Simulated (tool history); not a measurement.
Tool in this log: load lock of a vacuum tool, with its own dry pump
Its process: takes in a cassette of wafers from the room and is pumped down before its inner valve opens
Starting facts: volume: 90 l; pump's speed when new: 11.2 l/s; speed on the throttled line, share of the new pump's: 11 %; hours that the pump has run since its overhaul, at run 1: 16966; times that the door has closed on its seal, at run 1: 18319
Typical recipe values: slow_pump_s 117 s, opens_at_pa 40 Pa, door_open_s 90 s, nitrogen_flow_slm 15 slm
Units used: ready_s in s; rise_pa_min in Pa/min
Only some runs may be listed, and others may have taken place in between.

| run | day | slow_pump_s | opens_at_pa | door_open_s | nitrogen_flow_slm | hours that the pump has run since its overhaul | times that the door has closed on its seal | incoming humidity of the room's air, % | ready_s | rise_pa_min |
|---|---|---|---|---|---|---|---|---|---|---|
| 1 | 0.000 | 117 | 40 | 90 | 15 | 16966 | 18319 | 47.3 | 176.0 | 0.222 |
| 2 | 17.588 | 117 | 40 | 90 | 15 | 17389 | 18790 | 42.5 | 176.2 | 0.231 |
| 3 | 29.783 | 117 | 40 | 90 | 15 | 17681 | 19118 | 45.3 | 175.6 | 0.241 |
| 4 | 42.267 | 117 | 40 | 90 | 15 | 17981 | 19453 | 48.3 | 175.9 | 0.246 |
| 5 | 59.896 | 117 | 40 | 90 | 15 | 18404 | 19926 | 46.4 | 174.8 | 0.253 |
|  | 73.558 | dry pump taken out, an overhauled one fitted |
| 6 | 76.983 | 117 | 40 | 90 | 15 | 82 | 20377 | 45.4 | 165.5 | 0.256 |
| 7 | 91.988 | 117 | 40 | 90 | 12 | 442 | 20780 | 43.8 | 167.7 | 0.269 |
| 8 | 109.675 | 117 | 40 | 90 | 12 | 867 | 21254 | 44.3 | 168.2 | 0.273 |
| 9 | 118.017 | 117 | 40 | 90 | 12 | 1067 | 21478 | 46.6 | 166.2 | 0.280 |
| 10 | 127.346 | 163 | 40 | 90 | 15 | 1291 | 21728 | 44.3 | 208.2 | 0.282 |
| 11 | 143.800 | 163 | 40 | 90 | 15 | 1686 | 22170 | 44.6 | 206.8 | 0.290 |
| 12 | 161.508 | 117 | 40 | 90 | 14 | 2111 | 22645 | 45.5 | 167.0 | 0.297 |
| 13 | 174.204 | 117 | 40 | 90 | 7 | 2415 | 22985 | 43.6 | 168.7 | 0.318 |
| 14 | 192.004 | 79 | 35 | 132 | 12 | 2843 | 23463 | 46.3 | 133.4 | 0.332 |
| 15 | 208.333 | 79 | 35 | 132 | 4 | 3235 | 23901 | 43.6 | 135.0 | 0.343 |
| 16 | 215.604 | 91 | 39 | 90 | 15 | 3409 | 24096 | 45.0 | 145.4 | 0.322 |
| 17 | 233.300 | 63 | 40 | 182 | 15 | 3834 | 24571 | 44.1 | 120.7 | 0.355 |
| 18 | 249.358 | 195 | 53 | 90 | 15 | 4219 | 25002 | 43.7 | 235.7 | 0.337 |
| 19 | 262.342 | 117 | 40 | 90 | 5 | 4531 | 25350 | 44.0 | 171.2 | 0.358 |
| 20 | 276.208 | 78 | 40 | 90 | 15 | 4864 | 25722 | 45.6 | 133.1 | 0.350 |
| 21 | 286.258 | 201 | 67 | 90 | 15 | 5105 | 25991 | 44.5 | 239.7 | 0.359 |
| 22 | 298.529 | 145 | 46 | 100 | 42 | 5399 | 26321 | 46.0 | 191.7 | 0.347 |
| 23 | 308.300 | 169 | 30 | 60 | 6 | 5634 | 26583 | 44.2 | 219.5 | 0.366 |
| 24 | 316.350 | 169 | 30 | 60 | 6 | 5827 | 26799 | 43.7 | 218.0 | 0.365 |
| 25 | 326.029 | 62 | 68 | 90 | 15 | 6059 | 27058 | 47.1 | 116.4 | 0.368 |

3 ways to go on from here, each from the tool as it stands after run 25. What would each give?
| A | 339.854 | 117 | 57 | 99 | 15 | 6391 | 27429 | 44.8 | ? | ? |
| B | 339.854 | 117 | 55 | 98 | 17 | 6391 | 27429 | 45.3 | ? | ? |
| C | 339.854 | 100 | 68 | 78 | 18 | 6391 | 27429 | 43.4 | ? | ? |

| run | ready_s | rise_pa_min |
|---|---|---|
| A | 167.7 | 0.382 |
| B | 167.1 | 0.391 |
| C | 149.8 | 0.368 |
Without the tool's unlogged condition, the same runs would have read:
| run | ready_s | rise_pa_min |
|---|---|---|
| A | 165.2 | 0.041 |
| B | 164.6 | 0.043 |
| C | 147.3 | 0.030 |
